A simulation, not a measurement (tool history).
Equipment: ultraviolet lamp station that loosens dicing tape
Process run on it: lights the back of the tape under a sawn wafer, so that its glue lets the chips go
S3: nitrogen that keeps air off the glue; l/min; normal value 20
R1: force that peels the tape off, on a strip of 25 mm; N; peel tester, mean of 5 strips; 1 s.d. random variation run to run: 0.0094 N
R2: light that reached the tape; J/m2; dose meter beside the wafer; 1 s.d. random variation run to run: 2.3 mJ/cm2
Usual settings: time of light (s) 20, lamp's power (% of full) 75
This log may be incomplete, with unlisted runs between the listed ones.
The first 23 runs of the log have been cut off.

{"run": 24, "hour": 1613.1, "time of light (s)": 20, "lamp's power (% of full)": 75, "S3": 20, "R1": 0.465, "R2": 2010}
{"run": 25, "hour": 1700.1, "time of light (s)": 34, "lamp's power (% of full)": 88, "S3": 20, "R1": 0.171, "R2": 3920}
{"run": 26, "hour": 1742.8, "time of light (s)": 37, "lamp's power (% of full)": 75, "S3": 7, "R1": 0.306, "R2": 3500}
{"run": 27, "hour": 1828.8, "time of light (s)": 37, "lamp's power (% of full)": 67, "S3": 7, "R1": 0.386, "R2": 3110}
{"run": 28, "hour": 1883.3, "time of light (s)": 12, "lamp's power (% of full)": 76, "S3": 30, "R1": 1.163, "R2": 1130}
{"run": 29, "hour": 1963.1, "time of light (s)": 12, "lamp's power (% of full)": 76, "S3": 30, "R1": 1.239, "R2": 1050}
{"run": 30, "hour": 2025.7, "time of light (s)": 12, "lamp's power (% of full)": 76, "S3": 30, "R1": 1.274, "R2": 1050}
{"run": 31, "hour": 2090.8, "time of light (s)": 28, "lamp's power (% of full)": 75, "S3": 20, "R1": 0.347, "R2": 2370}
{"run": 32, "hour": 2153.7, "time of light (s)": 11, "lamp's power (% of full)": 84, "S3": 28, "R1": 1.356, "R2": 1000}
{"run": 33, "hour": 2222.1, "time of light (s)": 20, "lamp's power (% of full)": 63, "S3": 28, "R1": 0.861, "R2": 1370}
{"hour": 2295.0, "done": "window cleaned of glue's vapour"}
{"run": 34, "hour": 2297.1, "time of light (s)": 33, "lamp's power (% of full)": 63, "S3": 20, "R1": 0.319, "R2": 2460}
{"run": 35, "hour": 2368.3, "time of light (s)": 28, "lamp's power (% of full)": 63, "S3": 37, "R1": 0.344, "R2": 2070}
{"run": 36, "hour": 2459.7, "time of light (s)": 19, "lamp's power (% of full)": 64, "S3": 37, "R1": 0.711, "R2": 1370}
{"run": 37, "hour": 2524.9, "time of light (s)": 16, "lamp's power (% of full)": 75, "S3": 6, "R1": 1.803, "R2": 1310}
{"hour": 2566.4, "done": "lamp changed"}
{"run": 38, "hour": 2567.9, "time of light (s)": 16, "lamp's power (% of full)": 75, "S3": 6, "R1": 1.362, "R2": 1640}

Run 39, settings as shown, results not yet in. Your forecast:
{"run": 39, "hour": 2650.2, "time of light (s)": 16, "lamp's power (% of full)": 75, "S3": 25, "R1": "?", "R2": "?"}

Run 39 came out at R1 0.675 N, R2 1630 J/m2.
Minus the tool's unlogged condition, the same run would have read R1 0.57 N, R2 1780 J/m2.

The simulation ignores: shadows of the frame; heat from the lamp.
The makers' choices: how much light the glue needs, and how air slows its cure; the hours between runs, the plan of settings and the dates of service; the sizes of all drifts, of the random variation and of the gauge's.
